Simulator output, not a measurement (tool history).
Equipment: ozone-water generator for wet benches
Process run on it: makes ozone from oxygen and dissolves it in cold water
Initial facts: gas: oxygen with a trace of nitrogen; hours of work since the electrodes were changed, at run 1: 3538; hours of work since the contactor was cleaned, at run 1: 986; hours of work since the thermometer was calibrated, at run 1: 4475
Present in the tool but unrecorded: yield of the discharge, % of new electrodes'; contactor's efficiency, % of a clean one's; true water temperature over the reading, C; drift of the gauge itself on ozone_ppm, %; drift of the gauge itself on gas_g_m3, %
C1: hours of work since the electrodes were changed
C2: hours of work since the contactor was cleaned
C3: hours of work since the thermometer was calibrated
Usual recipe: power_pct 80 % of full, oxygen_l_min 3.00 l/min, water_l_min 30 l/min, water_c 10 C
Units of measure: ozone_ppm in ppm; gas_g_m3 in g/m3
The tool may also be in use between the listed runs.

{"run": 1, "hour": 0.0, "power_pct": 80, "oxygen_l_min": 3.0, "water_l_min": 30, "water_c": 10, "C1": 3538, "C2": 986, "C3": 4475, "ozone_ppm": 11.3, "gas_g_m3": 174.4}
{"run": 2, "hour": 116.4, "power_pct": 80, "oxygen_l_min": 3.0, "water_l_min": 30, "water_c": 10, "C1": 3614, "C2": 1062, "C3": 4550, "ozone_ppm": 11.3, "gas_g_m3": 172.2}
{"run": 3, "hour": 247.5, "power_pct": 80, "oxygen_l_min": 3.35, "water_l_min": 30, "water_c": 10, "C1": 3700, "C2": 1147, "C3": 4636, "ozone_ppm": 11.8, "gas_g_m3": 164.0}
{"run": 4, "hour": 449.1, "power_pct": 80, "oxygen_l_min": 3.17, "water_l_min": 30, "water_c": 10, "C1": 3831, "C2": 1279, "C3": 4767, "ozone_ppm": 11.3, "gas_g_m3": 167.7}
{"run": 5, "hour": 537.4, "power_pct": 80, "oxygen_l_min": 3.17, "water_l_min": 30, "water_c": 10, "C1": 3888, "C2": 1336, "C3": 4824, "ozone_ppm": 11.4, "gas_g_m3": 165.7}
{"run": 6, "hour": 696.2, "power_pct": 80, "oxygen_l_min": 3.17, "water_l_min": 30, "water_c": 10, "C1": 3992, "C2": 1439, "C3": 4928, "ozone_ppm": 11.6, "gas_g_m3": 165.0}
{"run": 7, "hour": 820.6, "power_pct": 80, "oxygen_l_min": 3.0, "water_l_min": 30, "water_c": 10, "C1": 4073, "C2": 1520, "C3": 5009, "ozone_ppm": 11.0, "gas_g_m3": 168.7}
{"run": 8, "hour": 1027.6, "power_pct": 80, "oxygen_l_min": 3.0, "water_l_min": 21, "water_c": 10, "C1": 4207, "C2": 1655, "C3": 5144, "ozone_ppm": 15.2, "gas_g_m3": 167.6}
{"run": 9, "hour": 1205.3, "power_pct": 80, "oxygen_l_min": 3.0, "water_l_min": 21, "water_c": 10, "C1": 4323, "C2": 1771, "C3": 5259, "ozone_ppm": 15.2, "gas_g_m3": 167.1}
{"run": 10, "hour": 1418.6, "power_pct": 80, "oxygen_l_min": 3.0, "water_l_min": 21, "water_c": 10, "C1": 4462, "C2": 1910, "C3": 5398, "ozone_ppm": 15.0, "gas_g_m3": 164.4}
{"hour": 1464.7, "done": "water thermometer calibrated"}
{"run": 11, "hour": 1551.6, "power_pct": 80, "oxygen_l_min": 3.0, "water_l_min": 30, "water_c": 10, "C1": 4548, "C2": 1996, "C3": 57, "ozone_ppm": 10.8, "gas_g_m3": 163.1}
{"run": 12, "hour": 1695.1, "power_pct": 80, "oxygen_l_min": 3.0, "water_l_min": 30, "water_c": 10, "C1": 4641, "C2": 2089, "C3": 150, "ozone_ppm": 10.5, "gas_g_m3": 161.9}
{"run": 13, "hour": 1879.7, "power_pct": 80, "oxygen_l_min": 3.0, "water_l_min": 30, "water_c": 10, "C1": 4762, "C2": 2209, "C3": 270, "ozone_ppm": 10.5, "gas_g_m3": 162.4}
{"run": 14, "hour": 2073.9, "power_pct": 80, "oxygen_l_min": 3.0, "water_l_min": 30, "water_c": 10, "C1": 4888, "C2": 2336, "C3": 396, "ozone_ppm": 10.7, "gas_g_m3": 161.3}
{"run": 15, "hour": 2171.0, "power_pct": 80, "oxygen_l_min": 3.0, "water_l_min": 30, "water_c": 10, "C1": 4951, "C2": 2399, "C3": 460, "ozone_ppm": 10.6, "gas_g_m3": 161.3}
{"run": 16, "hour": 2285.4, "power_pct": 80, "oxygen_l_min": 3.0, "water_l_min": 30, "water_c": 10, "C1": 5026, "C2": 2474, "C3": 534, "ozone_ppm": 10.5, "gas_g_m3": 159.1}
{"run": 17, "hour": 2415.1, "power_pct": 80, "oxygen_l_min": 3.97, "water_l_min": 30, "water_c": 10, "C1": 5110, "C2": 2558, "C3": 619, "ozone_ppm": 11.7, "gas_g_m3": 143.2}
{"run": 18, "hour": 2583.9, "power_pct": 58, "oxygen_l_min": 2.99, "water_l_min": 30, "water_c": 14, "C1": 5220, "C2": 2668, "C3": 728, "ozone_ppm": 8.5, "gas_g_m3": 132.7}
{"run": 19, "hour": 2697.2, "power_pct": 80, "oxygen_l_min": 3.0, "water_l_min": 26, "water_c": 14, "C1": 5294, "C2": 2742, "C3": 802, "ozone_ppm": 11.3, "gas_g_m3": 157.1}
{"run": 20, "hour": 2798.2, "power_pct": 80, "oxygen_l_min": 2.34, "water_l_min": 30, "water_c": 12, "C1": 5359, "C2": 2807, "C3": 868, "ozone_ppm": 8.9, "gas_g_m3": 173.5}
{"run": 21, "hour": 3001.0, "power_pct": 59, "oxygen_l_min": 3.53, "water_l_min": 23, "water_c": 11, "C1": 5491, "C2": 2939, "C3": 1000, "ozone_ppm": 11.5, "gas_g_m3": 122.9}
{"run": 22, "hour": 3143.9, "power_pct": 59, "oxygen_l_min": 5.11, "water_l_min": 23, "water_c": 16, "C1": 5584, "C2": 3032, "C3": 1093, "ozone_ppm": 12.3, "gas_g_m3": 108.0}
{"run": 23, "hour": 3330.3, "power_pct": 80, "oxygen_l_min": 4.45, "water_l_min": 30, "water_c": 10, "C1": 5706, "C2": 3154, "C3": 1214, "ozone_ppm": 11.5, "gas_g_m3": 132.9}
{"run": 24, "hour": 3525.2, "power_pct": 63, "oxygen_l_min": 5.05, "water_l_min": 24, "water_c": 6, "C1": 5833, "C2": 3280, "C3": 1341, "ozone_ppm": 13.3, "gas_g_m3": 111.2}
{"run": 25, "hour": 3641.7, "power_pct": 83, "oxygen_l_min": 2.82, "water_l_min": 24, "water_c": 6, "C1": 5909, "C2": 3356, "C3": 1417, "ozone_ppm": 12.3, "gas_g_m3": 158.9}
{"run": 26, "hour": 3856.0, "power_pct": 83, "oxygen_l_min": 2.82, "water_l_min": 24, "water_c": 6, "C1": 6048, "C2": 3496, "C3": 1556, "ozone_ppm": 12.4, "gas_g_m3": 156.9}
{"run": 27, "hour": 4062.8, "power_pct": 71, "oxygen_l_min": 3.4, "water_l_min": 27, "water_c": 16, "C1": 6183, "C2": 3630, "C3": 1691, "ozone_ppm": 10.2, "gas_g_m3": 134.9}

What does the tool deliver on the next run?
{"hour": 4122.7, "done": "electrodes of the discharge changed"}
{"run": 28, "hour": 4271.6, "power_pct": 71, "oxygen_l_min": 3.4, "water_l_min": 27, "water_c": 16, "C1": 97, "C2": 3762, "C3": 1823, "ozone_ppm": "?", "gas_g_m3": "?"}

Run 28 came out at ozone_ppm 13.1 ppm, gas_g_m3 178.5 g/m3.
Had the tool carried no hidden state, the very same run would have given ozone_ppm 13.9 ppm, gas_g_m3 180.7 g/m3.
